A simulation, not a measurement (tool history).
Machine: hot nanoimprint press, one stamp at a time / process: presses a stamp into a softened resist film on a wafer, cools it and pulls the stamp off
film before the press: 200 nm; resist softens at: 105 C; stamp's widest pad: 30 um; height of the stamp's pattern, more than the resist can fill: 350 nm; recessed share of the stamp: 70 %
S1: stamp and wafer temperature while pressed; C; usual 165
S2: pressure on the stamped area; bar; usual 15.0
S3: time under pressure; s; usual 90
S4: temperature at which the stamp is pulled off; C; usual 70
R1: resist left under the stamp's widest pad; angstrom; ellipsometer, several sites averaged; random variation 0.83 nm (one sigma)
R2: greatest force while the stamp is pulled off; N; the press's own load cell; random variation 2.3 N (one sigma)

| run | day | S1 | S2 | S3 | S4 | R1 | R2 |
|---|---|---|---|---|---|---|---|
| 1 | 0.000 | 165 | 15.0 | 90 | 70 | 1116 | 115 |
| 2 | 0.962 | 165 | 15.0 | 90 | 55 | 1111 | 143 |
| 3 | 2.238 | 154 | 15.0 | 90 | 55 | 1704 | 146 |
| 4 | 3.167 | 154 | 15.0 | 90 | 55 | 1688 | 151 |
| 5 | 4.008 | 165 | 15.0 | 90 | 70 | 1141 | 123 |
| 6 | 5.300 | 165 | 15.0 | 90 | 70 | 1123 | 119 |
| 7 | 5.979 | 165 | 13.7 | 90 | 70 | 1189 | 117 |
| 8 | 6.858 | 159 | 15.0 | 90 | 70 | 1471 | 119 |
| 9 | 8.038 | 165 | 15.0 | 90 | 70 | 1136 | 120 |
| 10 | 9.233 | 165 | 15.0 | 90 | 70 | 1141 | 117 |
| 11 | 10.217 | 165 | 15.0 | 90 | 70 | 1129 | 120 |
| 12 | 11.271 | 165 | 15.0 | 90 | 70 | 1128 | 121 |
| 13 | 12.317 | 165 | 15.0 | 90 | 70 | 1147 | 126 |
| 14 | 13.458 | 159 | 15.0 | 90 | 70 | 1467 | 127 |
|  | 13.921 | stamp cleaned and given a new release coat |
| 15 | 14.683 | 165 | 23.8 | 90 | 70 | 916 | 106 |
| 16 | 15.271 | 165 | 23.8 | 90 | 70 | 904 | 104 |
| 17 | 16.404 | 165 | 23.8 | 90 | 70 | 912 | 106 |
|  | 17.429 | press's hydraulic seals changed and the load cell set to zero |
| 18 | 17.692 | 159 | 20.3 | 87 | 77 | 1332 | 99 |
| 19 | 18.733 | 159 | 20.3 | 87 | 77 | 1337 | 95 |
| 20 | 19.504 | 159 | 20.3 | 87 | 77 | 1336 | 97 |
| 21 | 20.750 | 159 | 20.3 | 87 | 77 | 1333 | 99 |
| 22 | 21.596 | 154 | 15.0 | 141 | 63 | 1616 | 115 |
| 23 | 22.417 | 154 | 15.0 | 141 | 63 | 1624 | 121 |
| 24 | 23.325 | 154 | 15.0 | 141 | 63 | 1622 | 122 |
| 25 | 24.404 | 154 | 15.0 | 141 | 63 | 1633 | 120 |
| 26 | 25.438 | 171 | 15.0 | 141 | 63 | 729 | 124 |
| 27 | 26.475 | 165 | 15.0 | 108 | 73 | 1106 | 101 |
| 28 | 27.771 | 165 | 15.0 | 48 | 75 | 1373 | 105 |
| 29 | 28.371 | 165 | 15.0 | 48 | 75 | 1362 | 103 |

Branching from run 29: 5 alternative next runs. What would each branch give?
| A | 29.029 | 167 | 13.1 | 48 | 75 | ? | ? |
| B | 29.029 | 165 | 15.0 | 46 | 69 | ? | ? |
| C | 29.029 | 165 | 15.0 | 126 | 58 | ? | ? |
| D | 29.029 | 170 | 15.0 | 48 | 68 | ? | ? |
| E | 29.029 | 165 | 12.8 | 63 | 63 | ? | ? |

| run | R1 | R2 |
|---|---|---|
| A | 1342 | 105 |
| B | 1374 | 119 |
| C | 1053 | 131 |
| D | 1097 | 115 |
| E | 1366 | 126 |
With the hidden condition removed and each run's random variation left untouched, the same runs would have given:
| run | R1 | R2 |
|---|---|---|
| A | 1285 | 96 |
| B | 1317 | 109 |
| C | 997 | 120 |
| D | 1043 | 106 |
| E | 1308 | 115 |
